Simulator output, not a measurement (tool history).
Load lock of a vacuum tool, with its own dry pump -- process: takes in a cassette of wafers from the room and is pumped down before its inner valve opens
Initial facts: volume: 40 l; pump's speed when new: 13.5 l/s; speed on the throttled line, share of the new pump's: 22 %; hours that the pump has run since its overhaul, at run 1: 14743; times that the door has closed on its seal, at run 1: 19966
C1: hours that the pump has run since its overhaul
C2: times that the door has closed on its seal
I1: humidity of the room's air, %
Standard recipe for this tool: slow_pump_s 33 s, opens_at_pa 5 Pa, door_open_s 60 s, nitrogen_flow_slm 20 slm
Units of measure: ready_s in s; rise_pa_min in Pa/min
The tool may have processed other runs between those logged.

{"run": 1, "day": 0.0, "slow_pump_s": 33, "opens_at_pa": 5, "door_open_s": 60, "nitrogen_flow_slm": 20, "C1": 14743, "C2": 19966, "I1": 45.5, "ready_s": 59.7, "rise_pa_min": 0.096}
{"run": 2, "day": 5.142, "slow_pump_s": 33, "opens_at_pa": 5, "door_open_s": 60, "nitrogen_flow_slm": 20, "C1": 14866, "C2": 20553, "I1": 44.2, "ready_s": 59.2, "rise_pa_min": 0.098}
{"run": 3, "day": 10.046, "slow_pump_s": 33, "opens_at_pa": 5, "door_open_s": 60, "nitrogen_flow_slm": 20, "C1": 14984, "C2": 21113, "I1": 43.2, "ready_s": 58.8, "rise_pa_min": 0.099}
{"run": 4, "day": 17.208, "slow_pump_s": 33, "opens_at_pa": 6, "door_open_s": 60, "nitrogen_flow_slm": 20, "C1": 15156, "C2": 21931, "I1": 44.1, "ready_s": 58.8, "rise_pa_min": 0.103}
{"run": 5, "day": 24.35, "slow_pump_s": 33, "opens_at_pa": 6, "door_open_s": 60, "nitrogen_flow_slm": 20, "C1": 15327, "C2": 22746, "I1": 44.9, "ready_s": 59.4, "rise_pa_min": 0.107}
{"run": 6, "day": 29.417, "slow_pump_s": 33, "opens_at_pa": 5, "door_open_s": 60, "nitrogen_flow_slm": 20, "C1": 15449, "C2": 23325, "I1": 47, "ready_s": 59.1, "rise_pa_min": 0.11}
{"run": 7, "day": 35.788, "slow_pump_s": 33, "opens_at_pa": 5, "door_open_s": 60, "nitrogen_flow_slm": 20, "C1": 15602, "C2": 24052, "I1": 45.8, "ready_s": 58.6, "rise_pa_min": 0.118}
{"run": 8, "day": 43.233, "slow_pump_s": 33, "opens_at_pa": 5, "door_open_s": 60, "nitrogen_flow_slm": 20, "C1": 15780, "C2": 24902, "I1": 44, "ready_s": 59.7, "rise_pa_min": 0.12}
{"run": 9, "day": 46.429, "slow_pump_s": 33, "opens_at_pa": 5, "door_open_s": 60, "nitrogen_flow_slm": 11, "C1": 15857, "C2": 25266, "I1": 43.2, "ready_s": 60.4, "rise_pa_min": 0.123}
{"run": 10, "day": 53.583, "slow_pump_s": 33, "opens_at_pa": 5, "door_open_s": 60, "nitrogen_flow_slm": 11, "C1": 16029, "C2": 26083, "I1": 43.6, "ready_s": 59.7, "rise_pa_min": 0.137}
{"run": 11, "day": 57.858, "slow_pump_s": 33, "opens_at_pa": 5, "door_open_s": 60, "nitrogen_flow_slm": 11, "C1": 16131, "C2": 26571, "I1": 41.9, "ready_s": 59.2, "rise_pa_min": 0.133}
{"run": 12, "day": 64.258, "slow_pump_s": 33, "opens_at_pa": 5, "door_open_s": 60, "nitrogen_flow_slm": 11, "C1": 16285, "C2": 27302, "I1": 42.7, "ready_s": 59.5, "rise_pa_min": 0.14}
{"run": 13, "day": 68.625, "slow_pump_s": 33, "opens_at_pa": 5, "door_open_s": 60, "nitrogen_flow_slm": 11, "C1": 16390, "C2": 27800, "I1": 44.8, "ready_s": 59.7, "rise_pa_min": 0.142}
{"run": 14, "day": 75.658, "slow_pump_s": 33, "opens_at_pa": 5, "door_open_s": 60, "nitrogen_flow_slm": 26, "C1": 16559, "C2": 28603, "I1": 46.5, "ready_s": 59.8, "rise_pa_min": 0.143}
{"run": 15, "day": 78.771, "slow_pump_s": 33, "opens_at_pa": 5, "door_open_s": 60, "nitrogen_flow_slm": 26, "C1": 16633, "C2": 28958, "I1": 42.4, "ready_s": 60.4, "rise_pa_min": 0.135}
{"run": 16, "day": 82.692, "slow_pump_s": 33, "opens_at_pa": 5, "door_open_s": 60, "nitrogen_flow_slm": 26, "C1": 16727, "C2": 29406, "I1": 43.9, "ready_s": 59.5, "rise_pa_min": 0.139}
{"run": 17, "day": 89.646, "slow_pump_s": 33, "opens_at_pa": 5, "door_open_s": 60, "nitrogen_flow_slm": 10, "C1": 16894, "C2": 30200, "I1": 46.9, "ready_s": 60.2, "rise_pa_min": 0.157}
{"run": 18, "day": 95.179, "slow_pump_s": 33, "opens_at_pa": 5, "door_open_s": 60, "nitrogen_flow_slm": 20, "C1": 17027, "C2": 30832, "I1": 45.1, "ready_s": 59.7, "rise_pa_min": 0.146}
{"run": 19, "day": 99.933, "slow_pump_s": 46, "opens_at_pa": 5, "door_open_s": 60, "nitrogen_flow_slm": 20, "C1": 17141, "C2": 31374, "I1": 43, "ready_s": 69.4, "rise_pa_min": 0.159}
{"run": 20, "day": 105.517, "slow_pump_s": 46, "opens_at_pa": 5, "door_open_s": 60, "nitrogen_flow_slm": 20, "C1": 17275, "C2": 32012, "I1": 44.8, "ready_s": 69.7, "rise_pa_min": 0.159}
{"run": 21, "day": 109.512, "slow_pump_s": 46, "opens_at_pa": 5, "door_open_s": 60, "nitrogen_flow_slm": 20, "C1": 17371, "C2": 32468, "I1": 44.5, "ready_s": 70.8, "rise_pa_min": 0.161}
{"run": 22, "day": 116.079, "slow_pump_s": 19, "opens_at_pa": 6, "door_open_s": 65, "nitrogen_flow_slm": 8, "C1": 17529, "C2": 33218, "I1": 45.3, "ready_s": 49.1, "rise_pa_min": 0.181}
{"run": 23, "day": 121.704, "slow_pump_s": 33, "opens_at_pa": 8, "door_open_s": 25, "nitrogen_flow_slm": 9, "C1": 17664, "C2": 33860, "I1": 40.7, "ready_s": 57.8, "rise_pa_min": 0.166}
{"run": 24, "day": 125.571, "slow_pump_s": 33, "opens_at_pa": 8, "door_open_s": 25, "nitrogen_flow_slm": 9, "C1": 17757, "C2": 34301, "I1": 46.8, "ready_s": 58.6, "rise_pa_min": 0.176}
{"run": 25, "day": 130.104, "slow_pump_s": 27, "opens_at_pa": 5, "door_open_s": 129, "nitrogen_flow_slm": 20, "C1": 17865, "C2": 34819, "I1": 44.1, "ready_s": 55.5, "rise_pa_min": 0.186}
{"run": 26, "day": 135.296, "slow_pump_s": 27, "opens_at_pa": 5, "door_open_s": 129, "nitrogen_flow_slm": 20, "C1": 17990, "C2": 35411, "I1": 47.1, "ready_s": 56.3, "rise_pa_min": 0.196}
{"run": 27, "day": 141.871, "slow_pump_s": 33, "opens_at_pa": 5, "door_open_s": 168, "nitrogen_flow_slm": 21, "C1": 18148, "C2": 36162, "I1": 41.6, "ready_s": 60.6, "rise_pa_min": 0.203}
{"run": 28, "day": 149.342, "slow_pump_s": 33, "opens_at_pa": 5, "door_open_s": 185, "nitrogen_flow_slm": 33, "C1": 18327, "C2": 37015, "I1": 44.8, "ready_s": 60, "rise_pa_min": 0.202}
{"run": 29, "day": 156.667, "slow_pump_s": 33, "opens_at_pa": 5, "door_open_s": 185, "nitrogen_flow_slm": 33, "C1": 18503, "C2": 37851, "I1": 46.1, "ready_s": 60.7, "rise_pa_min": 0.206}
{"run": 30, "day": 162.092, "slow_pump_s": 39, "opens_at_pa": 10, "door_open_s": 106, "nitrogen_flow_slm": 33, "C1": 18633, "C2": 38470, "I1": 43.3, "ready_s": 62.4, "rise_pa_min": 0.199}
{"run": 31, "day": 167.8, "slow_pump_s": 33, "opens_at_pa": 7, "door_open_s": 60, "nitrogen_flow_slm": 20, "C1": 18770, "C2": 39122, "I1": 49.8, "ready_s": 59.6, "rise_pa_min": 0.216}
{"run": 32, "day": 173.529, "slow_pump_s": 40, "opens_at_pa": 5, "door_open_s": 49, "nitrogen_flow_slm": 8, "C1": 18907, "C2": 39776, "I1": 44.5, "ready_s": 64.9, "rise_pa_min": 0.22}
{"run": 33, "day": 180.533, "slow_pump_s": 39, "opens_at_pa": 4, "door_open_s": 27, "nitrogen_flow_slm": 8, "C1": 19076, "C2": 40576, "I1": 45, "ready_s": 65.6, "rise_pa_min": 0.218}
{"run": 34, "day": 188.017, "slow_pump_s": 61, "opens_at_pa": 5, "door_open_s": 125, "nitrogen_flow_slm": 44, "C1": 19255, "C2": 41430, "I1": 45.1, "ready_s": 80.8, "rise_pa_min": 0.219}
{"run": 35, "day": 191.875, "slow_pump_s": 41, "opens_at_pa": 6, "door_open_s": 114, "nitrogen_flow_slm": 7, "C1": 19348, "C2": 41870, "I1": 48.8, "ready_s": 66.5, "rise_pa_min": 0.263}
{"run": 36, "day": 195.408, "slow_pump_s": 30, "opens_at_pa": 5, "door_open_s": 37, "nitrogen_flow_slm": 16, "C1": 19433, "C2": 42273, "I1": 44.9, "ready_s": 58.2, "rise_pa_min": 0.225}

Pick out some run-to-run changes in ready_s. Of each, how much would a tool without hidden state show as well, from the settings, what came in and chance, and how much is left for the hidden state and any gauge scatter not in both results compared?
Hidden state present: pump's speed, % of a new pump's; leak at the door's seal, Pa l/s; drift of the gauge itself on ready_s, %; drift of the gauge itself on rise_pa_min, %.
Run 21 -> 22: slow_pump_s 46 -> 19, opens_at_pa 5 -> 6, door_open_s 60 -> 65, nitrogen_flow_slm 20 -> 8. ready_s -21.7 s: hidden state +1.1, all else -22.8.
Run 33 -> 34: slow_pump_s 39 -> 61, opens_at_pa 4 -> 5, door_open_s 27 -> 125, nitrogen_flow_slm 8 -> 44. ready_s +15.2 s: hidden state -1.2, all else +16.4.
Run 34 -> 35: slow_pump_s 61 -> 41, opens_at_pa 5 -> 6, door_open_s 125 -> 114, nitrogen_flow_slm 44 -> 7. ready_s -14.3 s: hidden state +0.9, all else -15.2.

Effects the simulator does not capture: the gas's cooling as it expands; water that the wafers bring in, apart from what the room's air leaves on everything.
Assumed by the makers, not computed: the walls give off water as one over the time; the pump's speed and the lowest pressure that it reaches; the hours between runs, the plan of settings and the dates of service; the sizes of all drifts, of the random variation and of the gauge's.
